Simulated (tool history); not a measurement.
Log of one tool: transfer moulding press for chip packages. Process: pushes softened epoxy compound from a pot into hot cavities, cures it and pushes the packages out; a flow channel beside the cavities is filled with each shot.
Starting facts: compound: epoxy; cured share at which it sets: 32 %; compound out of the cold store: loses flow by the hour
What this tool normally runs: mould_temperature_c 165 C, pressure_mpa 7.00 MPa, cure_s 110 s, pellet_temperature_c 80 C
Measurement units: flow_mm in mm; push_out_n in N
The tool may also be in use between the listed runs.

| run | hour | mould_temperature_c | pressure_mpa | cure_s | pellet_temperature_c | incoming compound's hours out of the cold store | flow_mm | push_out_n |
|---|---|---|---|---|---|---|---|---|
| 1 | 0.0 | 165 | 7.00 | 110 | 80 | 28.5 | 595 | 547 |
| 2 | 9.2 | 165 | 7.00 | 110 | 80 | 14.7 | 637 | 575 |
| 3 | 20.3 | 165 | 7.00 | 110 | 80 | 36.1 | 571 | 557 |
| 4 | 31.1 | 165 | 5.69 | 110 | 80 | 39.1 | 501 | 552 |
| 5 | 49.2 | 165 | 5.69 | 110 | 80 | 21.7 | 552 | 553 |
| 6 | 63.8 | 165 | 6.68 | 110 | 80 | 26.3 | 588 | 574 |
|  | 86.3 | cavities cleaned with cleaning compound and waxed |
| 7 | 86.3 | 165 | 7.00 | 110 | 76 | 24.0 | 607 | 552 |
| 8 | 103.5 | 165 | 7.00 | 110 | 76 | 39.4 | 562 | 537 |
| 9 | 117.7 | 165 | 7.00 | 110 | 80 | 13.7 | 642 | 570 |
| 10 | 126.7 | 165 | 7.00 | 110 | 80 | 12.7 | 642 | 573 |
| 11 | 146.3 | 165 | 7.00 | 140 | 80 | 19.9 | 619 | 445 |
| 12 | 156.1 | 165 | 7.00 | 140 | 80 | 39.8 | 561 | 462 |
| 13 | 168.1 | 165 | 7.00 | 92 | 80 | 33.3 | 578 | 741 |
| 14 | 184.7 | 165 | 7.00 | 92 | 80 | 46.3 | 540 | 710 |
|  | 194.7 | cavities cleaned with cleaning compound and waxed |
| 15 | 208.4 | 165 | 7.00 | 92 | 80 | 13.8 | 638 | 763 |
| 16 | 222.4 | 173 | 6.16 | 144 | 77 | 11.6 | 593 | 436 |
| 17 | 235.1 | 173 | 6.16 | 144 | 77 | 38.1 | 514 | 429 |
| 18 | 253.6 | 173 | 6.16 | 144 | 76 | 41.3 | 509 | 429 |
| 19 | 262.7 | 173 | 7.31 | 91 | 81 | 21.0 | 614 | 508 |
| 20 | 281.6 | 160 | 7.00 | 115 | 80 | 15.0 | 648 | 693 |
| 21 | 294.1 | 166 | 7.00 | 91 | 80 | 32.6 | 571 | 702 |
|  | 303.2 | cavities cleaned with cleaning compound and waxed |
| 22 | 306.7 | 165 | 5.35 | 110 | 89 | 23.8 | 529 | 540 |
| 23 | 323.4 | 171 | 8.59 | 132 | 78 | 26.2 | 650 | 454 |
|  | 328.7 | plunger's sealing rings changed |
| 24 | 347.5 | 165 | 7.00 | 112 | 80 | 34.6 | 572 | 537 |
| 25 | 367.8 | 165 | 7.00 | 147 | 80 | 29.1 | 592 | 449 |
| 26 | 387.5 | 165 | 6.30 | 92 | 80 | 34.0 | 540 | 733 |
| 27 | 409.5 | 172 | 6.25 | 110 | 80 | 40.4 | 519 | 461 |
|  | 414.5 | cavities cleaned with cleaning compound and waxed |
| 28 | 422.9 | 158 | 5.23 | 90 | 70 | 13.2 | 568 | 1322 |

Alternative continuations, all from the tool just after run 28; predict every row:
| A | 438.5 | 169 | 5.29 | 94 | 80 | 36.1 | ? | ? |
| B | 438.5 | 158 | 8.14 | 126 | 70 | 17.8 | ? | ? |
| C | 438.5 | 158 | 5.23 | 104 | 70 | 28.8 | ? | ? |
| D | 438.5 | 158 | 6.51 | 98 | 90 | 35.6 | ? | ? |

| run | flow_mm | push_out_n |
|---|---|---|
| A | 490 | 564 |
| B | 689 | 661 |
| C | 521 | 961 |
| D | 563 | 1006 |
What these runs would have given with no unlogged condition in the tool:
| run | flow_mm | push_out_n |
|---|---|---|
| A | 490 | 562 |
| B | 689 | 658 |
| C | 521 | 957 |
| D | 563 | 1002 |
